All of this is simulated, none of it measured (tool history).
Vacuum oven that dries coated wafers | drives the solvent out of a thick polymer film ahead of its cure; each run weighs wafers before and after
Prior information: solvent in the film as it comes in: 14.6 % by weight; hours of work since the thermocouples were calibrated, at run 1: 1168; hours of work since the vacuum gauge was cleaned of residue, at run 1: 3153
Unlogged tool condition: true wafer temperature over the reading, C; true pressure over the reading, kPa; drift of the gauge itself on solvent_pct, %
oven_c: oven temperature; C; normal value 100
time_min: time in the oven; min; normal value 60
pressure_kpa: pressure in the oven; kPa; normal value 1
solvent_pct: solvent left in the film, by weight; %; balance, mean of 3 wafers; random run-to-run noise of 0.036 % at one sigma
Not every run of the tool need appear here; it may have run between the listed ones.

| run | hour | oven_c | time_min | pressure_kpa | hours of work since the thermocouples were calibrated | hours of work since the vacuum gauge was cleaned of residue | solvent_pct |
|---|---|---|---|---|---|---|---|
| 1 | 0 | 100 | 60 | 1 | 1168 | 3153 | 1.72 |
| 2 | 55.4 | 100 | 60 | 1 | 1207 | 3192 | 1.77 |
| 3 | 149.2 | 100 | 60 | 1 | 1273 | 3259 | 1.7 |
| 4 | 235 | 100 | 60 | 1 | 1334 | 3319 | 1.78 |
|  | 294.7 | vacuum gauge cleaned of residue and calibrated |
| 5 | 294.7 | 100 | 60 | 1 | 1375 | 0 | 1.88 |
| 6 | 425.5 | 100 | 60 | 1.8 | 1467 | 92 | 2.02 |
| 7 | 499 | 100 | 60 | 1.8 | 1518 | 144 | 1.96 |
| 8 | 591.4 | 100 | 60 | 3.74 | 1583 | 209 | 2.4 |
| 9 | 665.4 | 100 | 60 | 3.74 | 1636 | 261 | 2.37 |
|  | 773.4 | vacuum gauge cleaned of residue and calibrated, once more |
| 10 | 793.4 | 100 | 60 | 3.74 | 1725 | 14 | 2.15 |
|  | 885.5 | oven's thermocouples calibrated |
| 11 | 916.8 | 97 | 60 | 1 | 22 | 100 | 1.71 |
| 12 | 998.9 | 100 | 46 | 1 | 80 | 157 | 2.03 |
| 13 | 1077.7 | 100 | 60 | 0.56 | 135 | 213 | 1.18 |
| 14 | 1136.6 | 100 | 60 | 1 | 177 | 254 | 1.25 |
| 15 | 1225.7 | 100 | 60 | 1 | 240 | 317 | 1.27 |
| 16 | 1355.2 | 100 | 60 | 1 | 331 | 408 | 1.33 |
| 17 | 1410.3 | 107 | 60 | 1 | 370 | 447 | 0.52 |
| 18 | 1470.2 | 107 | 60 | 1 | 412 | 489 | 0.54 |
| 19 | 1598.1 | 107 | 60 | 1 | 502 | 579 | 0.54 |
| 20 | 1658.1 | 97 | 60 | 1 | 544 | 622 | 1.84 |
| 21 | 1782.9 | 97 | 47 | 1 | 632 | 710 | 2.8 |
| 22 | 1852.2 | 100 | 47 | 1 | 681 | 758 | 2.17 |
| 23 | 1912.1 | 100 | 47 | 1 | 723 | 801 | 2.08 |
| 24 | 2004.8 | 100 | 60 | 3.34 | 788 | 866 | 1.84 |
| 25 | 2104.4 | 97 | 60 | 3.34 | 859 | 936 | 2.37 |
| 26 | 2226 | 100 | 61 | 2.58 | 944 | 1022 | 1.68 |
| 27 | 2358.3 | 100 | 53 | 2.87 | 1037 | 1115 | 2.15 |
| 28 | 2477.2 | 87 | 94 | 1.77 | 1121 | 1199 | 2.98 |
| 29 | 2602.5 | 89 | 40 | 2.83 | 1209 | 1287 | 6.03 |
| 30 | 2724.7 | 89 | 40 | 2.83 | 1295 | 1373 | 5.95 |
| 31 | 2856.8 | 100 | 60 | 0.84 | 1388 | 1466 | 1.52 |
| 32 | 2945.2 | 87 | 49 | 2.73 | 1451 | 1528 | 5.76 |
| 33 | 3047.1 | 103 | 60 | 1 | 1522 | 1600 | 1.14 |
| 34 | 3144.6 | 87 | 93 | 1.71 | 1591 | 1669 | 3.04 |
| 35 | 3248.2 | 87 | 93 | 1.71 | 1664 | 1742 | 3.12 |
| 36 | 3351.9 | 87 | 103 | 2.07 | 1737 | 1815 | 2.84 |
|  | 3424.3 | oven's thermocouples calibrated |
| 37 | 3439.5 | 87 | 103 | 2.07 | 11 | 1875 | 2.55 |
| 38 | 3556.9 | 105 | 60 | 1.69 | 93 | 1958 | 0.96 |
| 39 | 3615.3 | 96 | 103 | 1 | 135 | 1999 | 0.85 |
| 40 | 3697.3 | 100 | 40 | 3.93 | 192 | 2057 | 3.28 |
| 41 | 3757.5 | 112 | 83 | 3.93 | 235 | 2099 | 0.62 |
| 42 | 3888.8 | 115 | 76 | 1 | 327 | 2192 | 0.15 |
| 43 | 3993.7 | 115 | 76 | 1 | 401 | 2265 | 0.22 |
| 44 | 4115 | 91 | 31 | 2.88 | 487 | 2351 | 6.45 |
| 45 | 4244.6 | 100 | 60 | 0.93 | 578 | 2442 | 1.53 |
| 46 | 4373.8 | 113 | 60 | 1.05 | 669 | 2533 | 0.31 |
| 47 | 4480.9 | 100 | 54 | 0.51 | 744 | 2609 | 1.79 |

3 ways to go on from here, each from the tool as it stands after run 47. What would each give?
| A | 4588.7 | 110 | 35 | 0.69 | 820 | 2684 | ? |
| B | 4588.7 | 100 | 57 | 1 | 820 | 2684 | ? |
| C | 4588.7 | 89 | 106 | 0.94 | 820 | 2684 | ? |

| run | solvent_pct |
|---|---|
| A | 1.48 |
| B | 1.69 |
| C | 1.97 |
Stripped of hidden state, with their random variation kept, the same runs would have yielded:
| run | solvent_pct |
|---|---|
| A | 1.21 |
| B | 1.37 |
| C | 1.56 |

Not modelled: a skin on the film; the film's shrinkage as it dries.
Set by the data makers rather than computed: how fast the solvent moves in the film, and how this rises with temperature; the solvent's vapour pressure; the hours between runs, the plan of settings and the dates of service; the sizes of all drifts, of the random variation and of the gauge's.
